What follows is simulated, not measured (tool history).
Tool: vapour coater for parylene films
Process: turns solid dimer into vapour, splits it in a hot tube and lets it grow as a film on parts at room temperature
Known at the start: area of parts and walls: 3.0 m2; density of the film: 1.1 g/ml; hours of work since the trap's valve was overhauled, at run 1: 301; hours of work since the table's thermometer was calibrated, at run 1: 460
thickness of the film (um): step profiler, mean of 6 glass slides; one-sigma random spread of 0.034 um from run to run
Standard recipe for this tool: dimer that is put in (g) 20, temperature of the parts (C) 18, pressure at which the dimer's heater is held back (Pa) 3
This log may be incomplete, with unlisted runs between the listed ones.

run,hour,dimer that is put in (g),temperature of the parts (C),pressure at which the dimer's heater is held back (Pa),hours of work since the trap's valve was overhauled,hours of work since the table's thermometer was calibrated,thickness of the film (um)
1,0,20,18,3,301,460,4.14
2,55.3,20,16,3,348,507,4.48
3,93.6,20,16,3,381,540,4.44
4,143,20,16,3,423,582,4.37
5,192.5,29,16,3,465,624,6.3
6,224.3,20,18,4.52,493,651,3.65
7,287.2,20,18,4.52,546,705,3.68
8,317.1,20,20,3,572,731,3.57
# hour 333.2: trap's valve overhauled
9,349,25,20,3,14,754,5.06
10,407,25,20,9.58,63,804,4.15
11,455.2,33,18,3,104,845,7.21
12,485.8,17,20,7.63,130,871,2.83
13,544.7,28,11,3.15,181,922,7.95
14,580.4,24,13,5.89,211,952,5.83
15,635.5,24,13,5.89,258,999,5.74
# hour 664.1: table's thermometer calibrated
16,681,11,28,11.21,296,14,1.14

Alternative continuations, all from the tool just after run 16; predict every row:
A,739.9,33,15,2.14,347,65,?
B,739.9,28,28,4.43,347,65,?
C,739.9,27,11,9.32,347,65,?
D,739.9,20,18,9.34,347,65,?

run,thickness of the film (um)
A,8.21
B,3.34
C,6.3
D,3.35
Without the tool's unlogged condition, the same runs would have read:
run,thickness of the film (um)
A,8.83
B,3.6
C,6.78
D,3.6

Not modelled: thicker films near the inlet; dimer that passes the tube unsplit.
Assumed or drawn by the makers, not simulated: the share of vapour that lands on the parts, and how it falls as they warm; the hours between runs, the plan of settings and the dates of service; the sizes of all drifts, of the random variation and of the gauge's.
